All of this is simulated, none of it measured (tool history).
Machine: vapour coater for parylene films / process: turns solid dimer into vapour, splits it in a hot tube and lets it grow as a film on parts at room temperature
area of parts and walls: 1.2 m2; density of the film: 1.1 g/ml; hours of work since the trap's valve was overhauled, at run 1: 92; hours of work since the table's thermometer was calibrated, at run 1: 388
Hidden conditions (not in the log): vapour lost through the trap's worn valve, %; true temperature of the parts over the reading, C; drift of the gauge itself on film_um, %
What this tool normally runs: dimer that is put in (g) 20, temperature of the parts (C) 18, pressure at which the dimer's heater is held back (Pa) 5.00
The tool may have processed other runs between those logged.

| run | hour | dimer that is put in (g) | temperature of the parts (C) | pressure at which the dimer's heater is held back (Pa) | hours of work since the trap's valve was overhauled | hours of work since the table's thermometer was calibrated | thickness of the film (µm) |
|---|---|---|---|---|---|---|---|
| 1 | 0.0 | 20 | 18 | 5.00 | 92 | 388 | 8.39 |
| 2 | 52.1 | 20 | 18 | 5.00 | 138 | 434 | 8.11 |
| 3 | 98.3 | 20 | 18 | 5.00 | 179 | 475 | 8.37 |
| 4 | 138.3 | 20 | 18 | 5.00 | 214 | 510 | 8.09 |
| 5 | 181.8 | 20 | 18 | 5.00 | 253 | 549 | 8.14 |
| 6 | 225.6 | 20 | 18 | 5.00 | 292 | 587 | 7.92 |
| 7 | 294.9 | 20 | 18 | 5.00 | 353 | 649 | 7.93 |
| 8 | 362.2 | 20 | 14 | 5.00 | 413 | 708 | 9.25 |
| 9 | 409.5 | 20 | 14 | 5.00 | 455 | 750 | 9.00 |
| 10 | 454.2 | 20 | 18 | 10.89 | 494 | 790 | 7.14 |
| 11 | 500.1 | 20 | 18 | 5.00 | 535 | 831 | 7.45 |
| 12 | 547.0 | 20 | 18 | 5.00 | 577 | 872 | 7.39 |
|  | 607.0 | trap's valve overhauled |
| 13 | 608.6 | 20 | 18 | 5.00 | 1 | 923 | 8.46 |
| 14 | 652.7 | 9 | 18 | 5.00 | 41 | 962 | 3.77 |
|  | 675.3 | table's thermometer calibrated |
| 15 | 722.7 | 9 | 18 | 5.00 | 102 | 42 | 3.80 |
| 16 | 785.2 | 9 | 18 | 5.00 | 157 | 97 | 3.76 |
| 17 | 843.8 | 20 | 18 | 6.32 | 209 | 149 | 8.30 |
| 18 | 889.6 | 20 | 18 | 6.32 | 250 | 190 | 8.09 |
| 19 | 922.3 | 25 | 18 | 5.00 | 279 | 219 | 10.01 |
| 20 | 991.3 | 25 | 18 | 5.00 | 340 | 280 | 10.01 |
| 21 | 1030.3 | 25 | 18 | 5.00 | 374 | 315 | 9.88 |
| 22 | 1075.0 | 20 | 24 | 5.00 | 414 | 354 | 6.12 |
| 23 | 1130.8 | 20 | 24 | 5.00 | 463 | 404 | 5.99 |
| 24 | 1163.8 | 20 | 24 | 5.00 | 492 | 433 | 5.88 |
| 25 | 1215.6 | 20 | 24 | 5.00 | 538 | 479 | 5.86 |
| 26 | 1246.7 | 20 | 24 | 5.00 | 566 | 506 | 5.79 |
| 27 | 1296.5 | 13 | 14 | 10.67 | 610 | 550 | 5.39 |
|  | 1315.8 | trap's valve overhauled |
| 28 | 1347.3 | 13 | 14 | 10.67 | 28 | 592 | 6.15 |
| 29 | 1377.0 | 20 | 23 | 3.18 | 54 | 618 | 7.15 |
| 30 | 1448.8 | 20 | 23 | 3.18 | 118 | 682 | 6.88 |
| 31 | 1478.5 | 9 | 29 | 2.35 | 144 | 708 | 2.47 |
| 32 | 1509.0 | 9 | 29 | 2.35 | 171 | 735 | 2.47 |
| 33 | 1542.8 | 20 | 23 | 9.84 | 201 | 765 | 6.23 |
| 34 | 1605.2 | 12 | 10 | 4.65 | 256 | 820 | 6.74 |
| 35 | 1670.2 | 29 | 28 | 4.65 | 314 | 878 | 7.64 |
| 36 | 1716.8 | 14 | 22 | 8.87 | 355 | 919 | 4.37 |
| 37 | 1761.1 | 14 | 22 | 8.87 | 395 | 959 | 4.30 |
|  | 1792.0 | table's thermometer calibrated |
| 38 | 1832.2 | 14 | 22 | 8.87 | 457 | 36 | 4.42 |
| 39 | 1877.8 | 23 | 24 | 5.22 | 497 | 76 | 6.88 |
| 40 | 1929.8 | 20 | 19 | 2.30 | 543 | 122 | 7.90 |
| 41 | 1987.5 | 20 | 19 | 2.30 | 594 | 173 | 7.75 |
|  | 2025.8 | trap's valve overhauled |
| 42 | 2050.2 | 15 | 19 | 9.04 | 22 | 225 | 5.99 |
| 43 | 2101.9 | 15 | 19 | 9.04 | 67 | 271 | 5.81 |
| 44 | 2165.0 | 15 | 19 | 9.04 | 123 | 327 | 5.80 |
| 45 | 2236.1 | 15 | 19 | 9.04 | 186 | 390 | 5.66 |
| 46 | 2274.7 | 12 | 24 | 6.97 | 220 | 424 | 3.72 |
| 47 | 2309.7 | 12 | 24 | 6.97 | 252 | 455 | 3.70 |

Predict each of these 4 candidate next runs independently; none follows another, all start after run 47:
| A | 2376.7 | 12 | 18 | 5.00 | 311 | 514 | ? |
| B | 2376.7 | 29 | 18 | 5.00 | 311 | 514 | ? |
| C | 2376.7 | 18 | 24 | 8.83 | 311 | 514 | ? |
| D | 2376.7 | 24 | 13 | 3.18 | 311 | 514 | ? |

| run | thickness of the film (µm) |
|---|---|
| A | 4.85 |
| B | 11.64 |
| C | 5.33 |
| D | 12.24 |
Without the tool's unlogged condition, the same runs would have read:
| run | thickness of the film (µm) |
|---|---|
| A | 5.32 |
| B | 12.77 |
| C | 5.84 |
| D | 13.43 |

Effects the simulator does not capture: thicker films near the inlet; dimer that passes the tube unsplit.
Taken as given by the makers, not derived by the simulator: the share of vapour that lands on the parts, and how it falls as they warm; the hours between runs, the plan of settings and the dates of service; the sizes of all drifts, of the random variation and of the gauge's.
